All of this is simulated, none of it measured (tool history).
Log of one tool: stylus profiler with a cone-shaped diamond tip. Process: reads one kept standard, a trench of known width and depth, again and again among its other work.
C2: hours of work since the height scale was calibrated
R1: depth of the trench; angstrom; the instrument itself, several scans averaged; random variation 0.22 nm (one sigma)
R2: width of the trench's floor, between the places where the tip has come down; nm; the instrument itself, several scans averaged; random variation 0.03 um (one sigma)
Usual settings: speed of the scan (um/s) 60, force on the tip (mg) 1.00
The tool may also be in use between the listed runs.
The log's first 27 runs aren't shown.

{"run": 28, "hour": 2561.1, "speed of the scan (um/s)": 44, "force on the tip (mg)": 0.34, "scans with this tip": 13582, "C2": 993, "R1": 10022.3, "R2": 43250}
{"hour": 2645.4, "done": "new tip fitted, height scale calibrated"}
{"run": 29, "hour": 2669.5, "speed of the scan (um/s)": 23, "force on the tip (mg)": 0.35, "scans with this tip": 173, "C2": 13, "R1": 10029.9, "R2": 43640}
{"run": 30, "hour": 2746.5, "speed of the scan (um/s)": 60, "force on the tip (mg)": 1.81, "scans with this tip": 724, "C2": 53, "R1": 10071.3, "R2": 43530}
{"run": 31, "hour": 2868.9, "speed of the scan (um/s)": 27, "force on the tip (mg)": 0.75, "scans with this tip": 1601, "C2": 117, "R1": 10036.5, "R2": 43660}
{"run": 32, "hour": 2957.6, "speed of the scan (um/s)": 27, "force on the tip (mg)": 0.75, "scans with this tip": 2235, "C2": 163, "R1": 10043.7, "R2": 43670}
{"run": 33, "hour": 3080.7, "speed of the scan (um/s)": 157, "force on the tip (mg)": 1.06, "scans with this tip": 3117, "C2": 228, "R1": 10054.1, "R2": 42520}
{"run": 34, "hour": 3139.3, "speed of the scan (um/s)": 135, "force on the tip (mg)": 0.82, "scans with this tip": 3536, "C2": 259, "R1": 10040.3, "R2": 42500}
{"run": 35, "hour": 3228.8, "speed of the scan (um/s)": 80, "force on the tip (mg)": 1.53, "scans with this tip": 4177, "C2": 305, "R1": 10065.4, "R2": 43320}
{"run": 36, "hour": 3315.2, "speed of the scan (um/s)": 25, "force on the tip (mg)": 1.77, "scans with this tip": 4795, "C2": 351, "R1": 10068.9, "R2": 43790}
{"run": 37, "hour": 3394.5, "speed of the scan (um/s)": 108, "force on the tip (mg)": 1.06, "scans with this tip": 5363, "C2": 392, "R1": 10052.0, "R2": 42940}
{"run": 38, "hour": 3512.1, "speed of the scan (um/s)": 108, "force on the tip (mg)": 1.06, "scans with this tip": 6205, "C2": 454, "R1": 10051.5, "R2": 42910}
{"run": 39, "hour": 3614.4, "speed of the scan (um/s)": 127, "force on the tip (mg)": 0.83, "scans with this tip": 6937, "C2": 507, "R1": 10044.9, "R2": 42590}
{"run": 40, "hour": 3680.2, "speed of the scan (um/s)": 127, "force on the tip (mg)": 0.83, "scans with this tip": 7408, "C2": 542, "R1": 10041.6, "R2": 42600}
{"run": 41, "hour": 3784.7, "speed of the scan (um/s)": 43, "force on the tip (mg)": 0.83, "scans with this tip": 8156, "C2": 596, "R1": 10045.4, "R2": 43480}
{"run": 42, "hour": 3875.0, "speed of the scan (um/s)": 43, "force on the tip (mg)": 0.66, "scans with this tip": 8802, "C2": 644, "R1": 10036.7, "R2": 43450}
{"run": 43, "hour": 3979.0, "speed of the scan (um/s)": 43, "force on the tip (mg)": 0.66, "scans with this tip": 9547, "C2": 698, "R1": 10037.4, "R2": 43380}
{"run": 44, "hour": 4109.6, "speed of the scan (um/s)": 153, "force on the tip (mg)": 1.0, "scans with this tip": 10482, "C2": 767, "R1": 10050.4, "R2": 42440}
{"run": 45, "hour": 4217.9, "speed of the scan (um/s)": 32, "force on the tip (mg)": 0.57, "scans with this tip": 11258, "C2": 823, "R1": 10037.3, "R2": 43560}

4 ways to go on from here, each from the tool as it stands after run 45. What would each give?
{"run": "A", "hour": 4285.8, "speed of the scan (um/s)": 54, "force on the tip (mg)": 0.94, "scans with this tip": 11743, "C2": 859, "R1": "?", "R2": "?"}
{"run": "B", "hour": 4285.8, "speed of the scan (um/s)": 21, "force on the tip (mg)": 0.81, "scans with this tip": 11743, "C2": 859, "R1": "?", "R2": "?"}
{"run": "C", "hour": 4285.8, "speed of the scan (um/s)": 82, "force on the tip (mg)": 1.88, "scans with this tip": 11743, "C2": 859, "R1": "?", "R2": "?"}
{"run": "D", "hour": 4285.8, "speed of the scan (um/s)": 73, "force on the tip (mg)": 2.3, "scans with this tip": 11743, "C2": 859, "R1": "?", "R2": "?"}

run=A R1=10046.8 R2=43400
run=B R1=10044.1 R2=43720
run=C R1=10075.2 R2=43350
run=D R1=10088.4 R2=43530
Without the tool's hidden state the same runs would have given:
run=A R1=10046.6 R2=43420
run=B R1=10043.9 R2=43750
run=C R1=10075.0 R2=43370
run=D R1=10088.2 R2=43550
